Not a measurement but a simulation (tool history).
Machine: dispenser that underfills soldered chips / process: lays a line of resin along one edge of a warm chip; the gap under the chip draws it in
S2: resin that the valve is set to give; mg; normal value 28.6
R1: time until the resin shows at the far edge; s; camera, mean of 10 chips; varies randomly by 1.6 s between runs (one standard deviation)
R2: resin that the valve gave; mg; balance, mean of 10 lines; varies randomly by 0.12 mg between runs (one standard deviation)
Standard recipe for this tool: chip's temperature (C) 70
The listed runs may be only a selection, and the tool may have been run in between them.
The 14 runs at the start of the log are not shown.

{"hour": 99.2, "done": "new syringe of resin"}
{"run": 15, "hour": 102.6, "chip's temperature (C)": 58, "S2": 28.6, "R1": 304.4, "R2": 26.05}
{"run": 16, "hour": 110.1, "chip's temperature (C)": 58, "S2": 28.6, "R1": 471.1, "R2": 25.95}
{"hour": 115.8, "done": "new syringe of resin"}
{"hour": 117.4, "done": "dispensing valve cleaned and set on the balance"}
{"run": 17, "hour": 118.6, "chip's temperature (C)": 70, "S2": 29.2, "R1": 170.4, "R2": 28.99}
{"run": 18, "hour": 128.3, "chip's temperature (C)": 70, "S2": 29.2, "R1": 301.9, "R2": 28.96}
{"hour": 133.5, "done": "new syringe of resin"}
{"run": 19, "hour": 138.0, "chip's temperature (C)": 70, "S2": 29.2, "R1": 194.5, "R2": 28.68}
{"run": 20, "hour": 142.2, "chip's temperature (C)": 70, "S2": 27.9, "R1": 251.2, "R2": 27.4}
{"run": 21, "hour": 146.8, "chip's temperature (C)": 83, "S2": 35.4, "R1": 198.6, "R2": 34.67}
{"hour": 150.2, "done": "new syringe of resin"}
{"run": 22, "hour": 153.7, "chip's temperature (C)": 74, "S2": 28.6, "R1": 164.8, "R2": 27.52}
{"run": 23, "hour": 160.0, "chip's temperature (C)": 74, "S2": 28.6, "R1": 234.9, "R2": 27.67}
{"hour": 166.9, "done": "new syringe of resin"}
{"run": 24, "hour": 167.8, "chip's temperature (C)": 82, "S2": 33.5, "R1": 100.1, "R2": 32.44}
{"run": 25, "hour": 175.4, "chip's temperature (C)": 56, "S2": 30.9, "R1": 439.0, "R2": 29.53}
{"run": 26, "hour": 179.8, "chip's temperature (C)": 82, "S2": 30.1, "R1": 204.9, "R2": 28.71}
{"hour": 183.7, "done": "new syringe of resin"}
{"run": 27, "hour": 189.7, "chip's temperature (C)": 67, "S2": 29.3, "R1": 244.7, "R2": 27.78}
{"run": 28, "hour": 194.9, "chip's temperature (C)": 67, "S2": 29.3, "R1": 325.4, "R2": 27.65}
{"hour": 200.3, "done": "new syringe of resin"}
{"run": 29, "hour": 202.1, "chip's temperature (C)": 67, "S2": 29.3, "R1": 187.3, "R2": 27.69}
{"run": 30, "hour": 211.0, "chip's temperature (C)": 67, "S2": 29.3, "R1": 318.9, "R2": 27.51}
{"hour": 217.1, "done": "new syringe of resin"}
{"run": 31, "hour": 220.7, "chip's temperature (C)": 83, "S2": 29.0, "R1": 117.6, "R2": 27.08}
{"run": 32, "hour": 228.7, "chip's temperature (C)": 65, "S2": 29.7, "R1": 365.2, "R2": 27.39}
{"hour": 233.6, "done": "new syringe of resin"}
{"run": 33, "hour": 239.3, "chip's temperature (C)": 62, "S2": 30.8, "R1": 292.5, "R2": 28.44}
{"run": 34, "hour": 246.7, "chip's temperature (C)": 85, "S2": 28.5, "R1": 190.1, "R2": 25.87}
{"hour": 250.7, "done": "new syringe of resin"}
{"run": 35, "hour": 251.3, "chip's temperature (C)": 61, "S2": 31.4, "R1": 222.6, "R2": 28.72}
{"run": 36, "hour": 259.2, "chip's temperature (C)": 72, "S2": 31.4, "R1": 231.6, "R2": 28.45}

Branching from run 36: 4 alternative next runs. What would each branch give?
{"hour": 267.1, "done": "new syringe of resin"}
{"run": "A", "hour": 267.1, "chip's temperature (C)": 76, "S2": 29.2, "R1": "?", "R2": "?"}
{"hour": 267.1, "done": "new syringe of resin"}
{"run": "B", "hour": 267.1, "chip's temperature (C)": 74, "S2": 28.6, "R1": "?", "R2": "?"}
{"hour": 267.1, "done": "new syringe of resin"}
{"run": "C", "hour": 267.1, "chip's temperature (C)": 72, "S2": 28.7, "R1": "?", "R2": "?"}
{"hour": 267.1, "done": "new syringe of resin"}
{"run": "D", "hour": 267.1, "chip's temperature (C)": 76, "S2": 27.2, "R1": "?", "R2": "?"}

run=A R1=120.9 R2=26.40
run=B R1=134.1 R2=25.81
run=C R1=142.3 R2=25.75
run=D R1=121.8 R2=24.46
With no hidden state in the tool, these same runs would have given:
run=A R1=122.8 R2=29.31
run=B R1=136.1 R2=28.67
run=C R1=144.5 R2=28.60
run=D R1=123.1 R2=27.15

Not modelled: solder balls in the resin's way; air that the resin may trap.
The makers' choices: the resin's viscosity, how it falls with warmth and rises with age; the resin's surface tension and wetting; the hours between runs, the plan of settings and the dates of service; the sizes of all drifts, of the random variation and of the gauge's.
